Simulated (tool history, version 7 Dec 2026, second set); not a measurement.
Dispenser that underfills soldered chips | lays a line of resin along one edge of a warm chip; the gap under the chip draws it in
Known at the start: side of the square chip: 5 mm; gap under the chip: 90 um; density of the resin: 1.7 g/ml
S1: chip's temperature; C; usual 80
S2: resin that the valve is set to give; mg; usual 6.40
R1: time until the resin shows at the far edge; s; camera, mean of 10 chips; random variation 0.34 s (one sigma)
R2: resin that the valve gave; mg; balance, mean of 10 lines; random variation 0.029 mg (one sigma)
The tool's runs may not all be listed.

Run 1, hour 0.0: usual settings. Result: R1 19.4 s, R2 5.96 mg.
At hour 3.2: new syringe of resin.
Run 2, hour 8.2: usual settings but S2 6.43 mg. Result: R1 17.0 s, R2 5.98 mg.
Run 3, hour 12.3: usual settings but S2 6.70 mg. Result: R1 20.0 s, R2 6.17 mg.
At hour 15.9: new syringe of resin.
Run 4, hour 18.5: usual settings. Result: R1 15.9 s, R2 5.85 mg.
Run 5, hour 22.8: usual settings. Result: R1 18.1 s, R2 5.89 mg.
At hour 28.4: new syringe of resin.
Run 6, hour 28.8: usual settings. Result: R1 14.8 s, R2 5.92 mg.
Run 7, hour 37.1: usual settings but S1 92 C. Result: R1 13.6 s, R2 5.77 mg.
At hour 40.4: dispensing valve cleaned and set on the balance.
At hour 42.2: new syringe of resin.
Run 8, hour 43.4: usual settings. Result: R1 14.4 s, R2 6.41 mg.
Run 9, hour 52.9: usual settings. Result: R1 20.5 s, R2 6.35 mg.
At hour 54.5: new syringe of resin.
Run 10, hour 61.6: usual settings but S2 7.27 mg. Result: R1 18.9 s, R2 7.21 mg.
At hour 66.8: new syringe of resin.
Run 11, hour 67.6: usual settings but S2 7.27 mg. Result: R1 14.9 s, R2 7.17 mg.
Run 12, hour 72.7: usual settings but S2 7.03 mg. Result: R1 17.9 s, R2 6.89 mg.
Run 13, hour 78.2: usual settings but S2 8.28 mg. Result: R1 20.9 s, R2 8.13 mg.
At hour 79.1: new syringe of resin.
Run 14, hour 82.7: usual settings but S2 8.28 mg. Result: R1 16.1 s, R2 8.14 mg.
Run 15, hour 87.3: usual settings. Result: R1 20.1 s, R2 6.27 mg.
At hour 91.6: new syringe of resin.
Run 16, hour 94.7: usual settings. Result: R1 16.1 s, R2 6.26 mg.
Run 17, hour 102.9: usual settings. Result: R1 21.5 s, R2 6.16 mg.
At hour 103.9: new syringe of resin.
Run 18, hour 108.8: usual settings but S1 79 C. Result: R1 17.9 s, R2 6.15 mg.
At hour 116.4: new syringe of resin.
Run 19, hour 117.3: usual settings but S1 79 C. Result: R1 14.9 s, R2 6.17 mg.
Run 20, hour 124.3: usual settings but S1 79 C. Result: R1 19.2 s, R2 6.14 mg.
At hour 129.1: new syringe of resin.
Run 21, hour 133.5: usual settings but S1 83 C, S2 8.04 mg. Result: R1 15.1 s, R2 7.65 mg.
At hour 142.0: new syringe of resin.
Run 22, hour 142.1: usual settings but S1 70 C, S2 7.44 mg. Result: R1 19.0 s, R2 7.11 mg.
Run 23, hour 150.1: usual settings but S1 66 C, S2 6.89 mg. Result: R1 29.5 s, R2 6.45 mg.
At hour 154.3: new syringe of resin.
Run 24, hour 155.5: usual settings but S1 66 C, S2 6.89 mg. Result: R1 23.2 s, R2 6.52 mg.
Run 25, hour 162.4: usual settings but S1 86 C, S2 6.56 mg. Result: R1 16.4 s, R2 6.09 mg.
At hour 166.6: new syringe of resin.
Run 26, hour 169.6: usual settings but S1 73 C, S2 5.52 mg. Result: R1 20.8 s, R2 5.18 mg.
Run 27, hour 175.2: usual settings but S1 72 C, S2 7.00 mg. Result: R1 24.8 s, R2 6.51 mg.
At hour 179.5: new syringe of resin.
Run 28, hour 181.6: usual settings but S1 72 C, S2 6.96 mg. Result: R1 20.0 s, R2 6.50 mg.
Run 29, hour 188.4: usual settings but S1 72 C, S2 7.91 mg. Result: R1 24.8 s, R2 7.33 mg.
At hour 191.8: new syringe of resin.
Run 30, hour 193.0: usual settings but S1 94 C, S2 7.46 mg. Result: R1 10.2 s, R2 6.87 mg.
Run 31, hour 199.5: usual settings but S1 70 C, S2 5.97 mg. Result: R1 26.3 s, R2 5.46 mg.
At hour 204.3: new syringe of resin.
Run 32, hour 204.4: usual settings but S1 85 C, S2 6.89 mg. Result: R1 12.1 s, R2 6.30 mg.
Run 33, hour 211.8: usual settings but S1 85 C, S2 6.89 mg. Result: R1 15.8 s, R2 6.34 mg.
Run 34, hour 215.7: usual settings but S1 85 C, S2 6.89 mg. Result: R1 18.3 s, R2 6.27 mg.

4 ways to go on from here, each from the tool as it stands after run 34. What would each give?
At hour 217.2: new syringe of resin.
Run A, hour 222.8: usual settings but S1 73 C, S2 6.81 mg. Result: R1 ?, R2 ?.
At hour 217.2: new syringe of resin.
Run B, hour 222.8: usual settings but S1 74 C, S2 6.88 mg. Result: R1 ?, R2 ?.
At hour 217.2: new syringe of resin.
Run C, hour 222.8: usual settings but S1 68 C, S2 7.66 mg. Result: R1 ?, R2 ?.
At hour 217.2: new syringe of resin.
Run D, hour 222.8: usual settings but S1 70 C, S2 6.15 mg. Result: R1 ?, R2 ?.

run    R1    R2
  A  21.6  6.16
  B  21.0  6.30
  C  24.9  6.90
  D  24.4  5.54
Without the tool's hidden state the same runs would have given:
run    R1    R2
  A  18.7  6.77
  B  18.2  6.92
  C  21.7  7.58
  D  21.0  6.09

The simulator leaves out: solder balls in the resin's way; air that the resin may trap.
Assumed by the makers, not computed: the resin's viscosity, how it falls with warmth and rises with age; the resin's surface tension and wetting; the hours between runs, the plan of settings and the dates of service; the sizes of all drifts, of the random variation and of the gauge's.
